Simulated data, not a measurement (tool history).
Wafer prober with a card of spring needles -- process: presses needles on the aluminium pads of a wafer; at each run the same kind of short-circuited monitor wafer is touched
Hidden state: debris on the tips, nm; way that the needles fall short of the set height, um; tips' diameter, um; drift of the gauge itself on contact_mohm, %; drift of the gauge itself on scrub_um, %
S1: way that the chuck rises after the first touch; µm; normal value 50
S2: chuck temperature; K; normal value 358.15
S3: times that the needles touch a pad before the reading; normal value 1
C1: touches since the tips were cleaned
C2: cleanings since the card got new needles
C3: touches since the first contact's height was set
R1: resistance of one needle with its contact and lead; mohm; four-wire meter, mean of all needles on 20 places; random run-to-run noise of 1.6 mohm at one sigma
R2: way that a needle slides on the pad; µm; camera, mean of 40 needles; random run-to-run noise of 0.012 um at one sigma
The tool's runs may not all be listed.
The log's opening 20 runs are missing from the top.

run,hour,S1,S2,S3,C1,C2,C3,R1,R2
21,159.0,50,358.15,2,3551,10,6299,181,12.28
22,165.2,50,358.15,2,4504,10,7252,182,12.28
23,176.5,42,339.15,3,6245,10,8993,182,10.31
# hour 181.6: tips cleaned on abrasive film
24,183.7,42,325.15,1,320,11,10084,167,10.30
25,190.4,50,358.15,2,1358,11,11122,172,12.27
26,198.7,50,358.15,2,2648,11,12412,178,12.25
27,209.9,50,396.15,1,4374,11,14138,200,12.26
28,217.2,50,396.15,1,5503,11,15267,203,12.28
29,224.4,61,344.15,1,6607,11,16371,185,14.97
# hour 227.6: tips cleaned on abrasive film
30,230.0,61,348.15,3,372,12,17216,155,14.96
31,234.9,61,348.15,3,1126,12,17970,159,14.92
32,245.2,43,348.15,1,2724,12,19568,199,10.51
33,255.9,43,348.15,1,4378,12,21222,210,10.52
34,263.7,46,301.15,1,5572,12,22416,203,11.25
35,270.2,46,351.15,1,6582,12,23426,218,11.23

Consider 4 possible next runs. They are alternatives, not a sequence: every one starts from the tool as it was left by run 35. What does each give?
# hour 273.1: tips cleaned on abrasive film
A,275.3,46,351.15,2,339,13,24194,?,?
# hour 273.1: tips cleaned on abrasive film
B,275.3,46,327.15,3,339,13,24194,?,?
# hour 273.1: tips cleaned on abrasive film
C,275.3,62,351.15,1,339,13,24194,?,?
# hour 273.1: tips cleaned on abrasive film
D,275.3,46,351.15,3,339,13,24194,?,?

run,R1,R2
A,167,11.23
B,160,11.24
C,161,15.17
D,164,11.23
With no hidden state in the tool, these same runs would have given:
run,R1,R2
A,162,11.32
B,157,11.33
C,157,15.26
D,161,11.32
